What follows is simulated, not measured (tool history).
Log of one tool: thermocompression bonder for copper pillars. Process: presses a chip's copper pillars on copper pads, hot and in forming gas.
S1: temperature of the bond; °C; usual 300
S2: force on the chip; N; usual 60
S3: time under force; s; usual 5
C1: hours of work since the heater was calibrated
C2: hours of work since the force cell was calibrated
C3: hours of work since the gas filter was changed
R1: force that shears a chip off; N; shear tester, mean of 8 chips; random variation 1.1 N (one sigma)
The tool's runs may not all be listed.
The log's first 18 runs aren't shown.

run,hour,S1,S2,S3,C1,C2,C3,R1
19,916.9,300,79,13,99,1361,117,125.1
20,967.3,300,60,5,128,1390,147,90.7
21,997.6,312,60,3,146,1408,164,87
22,1054.2,289,60,10,180,1441,198,98
23,1098.3,289,60,4,205,1467,224,74.6
# hour 1142.3: heater calibrated with a thermocouple chip, once more
24,1166.5,289,60,4,14,1506,262,82.8
25,1212.1,289,60,4,41,1533,289,81.4
26,1267.4,292,70,11,74,1566,322,115.5
27,1299,292,70,11,92,1584,340,114.3
28,1331.4,283,89,11,111,1603,360,117.7
29,1391,283,89,11,146,1638,395,115.9
30,1443.9,283,89,11,177,1669,426,116.3
# hour 1470.1: forming gas filter changed
31,1514.4,283,89,11,219,1711,26,120
32,1554.4,300,72,3,242,1734,50,92.5
33,1609.6,295,48,11,275,1767,82,103.6
34,1663.8,295,71,10,306,1798,114,115.2
35,1720.8,328,43,3,340,1832,147,89.7
36,1769.7,282,51,3,369,1861,176,60.7
37,1806.7,282,51,3,391,1883,198,60.2
38,1851.4,278,51,3,417,1909,224,59.1
39,1897.4,283,72,9,444,1936,251,103.6
# hour 1955.1: force cell calibrated
40,1965.3,306,64,3,483,6,290,92.6

3 ways to go on from here, each from the tool as it stands after run 40. What would each give?
A,2032.9,293,40,13,523,46,330,?
B,2032.9,312,61,9,523,46,330,?
C,2032.9,306,66,12,523,46,330,?

run,R1
A,94.9
B,116.1
C,122.9
Without the tool's hidden state the same runs would have given:
run,R1
A,100.7
B,121.8
C,128.7
